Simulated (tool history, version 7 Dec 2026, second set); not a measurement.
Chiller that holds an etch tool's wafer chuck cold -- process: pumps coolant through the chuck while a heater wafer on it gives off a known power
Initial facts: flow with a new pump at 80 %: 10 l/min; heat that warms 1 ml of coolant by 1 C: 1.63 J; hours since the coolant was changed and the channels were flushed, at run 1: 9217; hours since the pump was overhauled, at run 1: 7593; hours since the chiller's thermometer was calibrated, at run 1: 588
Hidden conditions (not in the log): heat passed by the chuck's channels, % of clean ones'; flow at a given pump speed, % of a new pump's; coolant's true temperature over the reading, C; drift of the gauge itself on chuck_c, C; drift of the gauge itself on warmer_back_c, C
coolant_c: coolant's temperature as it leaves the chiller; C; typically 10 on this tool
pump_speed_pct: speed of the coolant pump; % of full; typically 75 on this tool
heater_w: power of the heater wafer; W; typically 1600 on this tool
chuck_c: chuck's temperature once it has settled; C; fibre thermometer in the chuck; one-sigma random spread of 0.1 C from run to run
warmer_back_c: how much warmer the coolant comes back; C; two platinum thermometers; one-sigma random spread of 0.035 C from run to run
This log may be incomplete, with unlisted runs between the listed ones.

run	day	coolant_c	pump_speed_pct	heater_w	hours since the coolant was changed and the channels were flushed	hours since the pump was overhauled	hours since the chiller's thermometer was calibrated	chuck_c	warmer_back_c
1	0	10	75	1600	9217	7593	588	24.3	6.76
# day 6.679: coolant changed, channels flushed
2	8.679	10	75	1600	48	7795	790	22.5	6.7
3	13.8	10	77	1600	171	7918	913	22.4	6.57
4	18.696	17	77	1600	288	8035	1031	29.4	6.68
5	23.154	9	77	1600	395	8142	1138	21.5	6.59
6	30.762	10	75	1600	578	8325	1320	22.9	6.85
7	37.05	10	75	1600	729	8476	1471	22.9	6.81
8	44.867	10	75	1600	916	8663	1659	22.7	6.85
9	50.817	10	75	1600	1059	8806	1802	23	6.84
# day 51.596: chiller's thermometer calibrated
10	57.204	10	75	1068	1212	8959	135	18.6	4.53
11	61.429	10	75	1068	1313	9060	236	19	4.54
12	69.454	10	75	1022	1506	9253	429	18.3	4.37
13	76.112	10	75	1600	1665	9412	588	23.3	6.86
14	82.562	10	75	1600	1820	9567	743	23.3	6.84
15	87.646	10	75	1600	1942	9689	865	23.4	6.89

Forecast run 16:
# day 95.288: chiller's thermometer calibrated, once more
16	96.158	10	75	1600	2145	9892	21	?	?

{"run 16": {"chuck_c": 23.2, "warmer_back_c": 6.97}}
Had the tool carried no hidden state, the very same run would have given chuck_c 21.7 C, warmer_back_c 6.35 C.

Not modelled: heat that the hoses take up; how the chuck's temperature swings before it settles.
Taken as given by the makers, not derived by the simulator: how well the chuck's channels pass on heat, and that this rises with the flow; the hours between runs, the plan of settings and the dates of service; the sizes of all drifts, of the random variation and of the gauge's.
